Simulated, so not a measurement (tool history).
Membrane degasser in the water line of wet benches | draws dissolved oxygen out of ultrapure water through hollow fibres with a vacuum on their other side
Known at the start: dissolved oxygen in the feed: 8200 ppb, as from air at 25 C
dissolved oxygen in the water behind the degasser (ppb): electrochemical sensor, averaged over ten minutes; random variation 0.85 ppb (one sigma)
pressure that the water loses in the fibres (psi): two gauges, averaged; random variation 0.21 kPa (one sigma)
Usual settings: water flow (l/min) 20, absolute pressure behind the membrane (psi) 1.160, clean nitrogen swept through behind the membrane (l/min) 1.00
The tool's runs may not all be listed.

run	day	water flow (l/min)	absolute pressure behind the membrane (psi)	clean nitrogen swept through behind the membrane (l/min)	dissolved oxygen in the water behind the degasser (ppb)	pressure that the water loses in the fibres (psi)
1	0.000	20	1.160	1.00	225.6	7.263
2	10.425	20	1.160	1.00	227.4	7.245
3	22.925	20	1.160	0.54	366.6	7.278
4	31.842	20	1.160	0.54	371.7	7.314
5	40.721	20	1.160	0.54	371.9	7.310
6	51.429	20	1.160	0.54	372.5	7.346
# day 52.342: vacuum gauge calibrated
7	64.858	20	1.160	0.54	373.3	7.339
8	73.446	16	1.082	0.54	278.3	5.893
# day 76.125: vacuum gauge calibrated, once more
9	79.879	31	0.844	1.58	193.9	11.441
10	92.888	20	1.854	1.00	425.3	7.464
11	101.442	21	2.141	0.85	604.0	7.793

The next listed run, before its measurement:
12	108.433	14	1.160	1.00	?	?

Run 12 gave dissolved oxygen in the water behind the degasser (ppb) 159.4, pressure that the water loses in the fibres (psi) 5.171.
Without the tool's hidden state the same run would have given dissolved oxygen in the water behind the degasser (ppb) 154.3, pressure that the water loses in the fibres (psi) 4.744.
